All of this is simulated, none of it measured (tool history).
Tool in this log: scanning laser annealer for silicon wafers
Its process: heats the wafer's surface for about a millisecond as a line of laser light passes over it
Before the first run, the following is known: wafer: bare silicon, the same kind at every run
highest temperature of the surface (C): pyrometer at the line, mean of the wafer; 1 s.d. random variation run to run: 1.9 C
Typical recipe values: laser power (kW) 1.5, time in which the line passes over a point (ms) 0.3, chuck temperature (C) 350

run    hour  laser power (kW)  time in which the line passes over a point (ms)  chuck temperature (C)  highest temperature of the surface (C)
  1       0               1.5                                              0.3                    350                                    1110
  2    52.7               1.5                                              0.3                    350                                    1111
  3   109.4               1.5                                              0.3                    350                                    1105
  4   146.3               1.5                                              0.3                    350                                    1103
  5   174.6               1.5                                              0.3                    350                                    1107
  6   236.1               1.5                                              0.3                    350                                    1105
  7   288.3             1.496                                              0.3                    350                                    1100
  8   325.2               1.5                                              0.3                    315                                    1068
  9   367.5              1.62                                              0.3                    350                                    1181
 10   407.5              1.62                                            0.331                    350                                    1227
      450.1  -- window over the wafer cleaned
 11   451.7              1.62                                            0.331                    350                                    1237
 12   483.8              1.62                                            0.331                    350                                    1241
 13     515              1.62                                            0.222                    350                                    1077
 14   556.9              1.62                                            0.222                    350                                    1080
 15     612              1.62                                            0.222                    350                                    1078
      655.4  -- optics aligned, line set to its width
 16   678.5               1.5                                              0.3                    350                                    1143
 17   717.3               1.5                                              0.3                    350                                    1138
 18   779.5               1.5                                              0.3                    368                                    1154
 19   810.9               1.5                                              0.3                    330                                    1119
 20   846.5               1.5                                            0.233                    350                                    1048
 21   875.9               1.5                                            0.221                    335                                    1011
 22   936.4               1.5                                            0.221                    335                                    1008
 23   970.7             1.622                                            0.323                    350                                    1249
 24    1035             1.622                                            0.309                    345                                    1224
     1043.1  -- laser's power meter calibrated
 25  1082.1               1.5                                            0.374                    378                                    1250
 26  1150.7              1.41                                            0.238                    350                                     993
 27  1183.1              1.41                                            0.238                    350                                     990
     1238.6  -- laser's power meter calibrated, once more
 28  1246.9             1.451                                              0.3                    351                                    1096
 29  1293.8             1.451                                              0.3                    351                                    1094
 30  1340.9              1.44                                            0.256                    361                                    1037
 31  1373.7             1.456                                              0.3                    376                                    1124
 32  1401.6             1.466                                            0.353                    388                                    1203
 33  1470.1             1.466                                            0.353                    388                                    1199
 34  1504.9             1.458                                            0.249                    372                                    1050
 35  1537.8             1.551                                            0.365                    320                                    1207
 36  1595.9             1.595                                            0.356                    314                                    1225
 37  1655.9             1.498                                            0.346                    314                                    1141
 38  1708.7             1.498                                            0.346                    314                                    1138
 39  1747.5             1.399                                            0.295                    378                                    1074
 40  1789.5             1.399                                            0.295                    378                                    1074

Below are 3 alternative next runs, each starting from the tool's condition after run 40. Predict each:
  A  1825.5             1.399                                            0.295                    377                                       ?
  B  1825.5             1.423                                            0.295                    359                                       ?
  C  1825.5             1.285                                            0.257                    350                                       ?

run  highest temperature of the surface (C)
  A                                    1072
  B                                    1069
  C                                     931
Had the tool no hidden state, the same runs would have come out as:
run  highest temperature of the surface (C)
  A                                    1099
  B                                    1097
  C                                     953
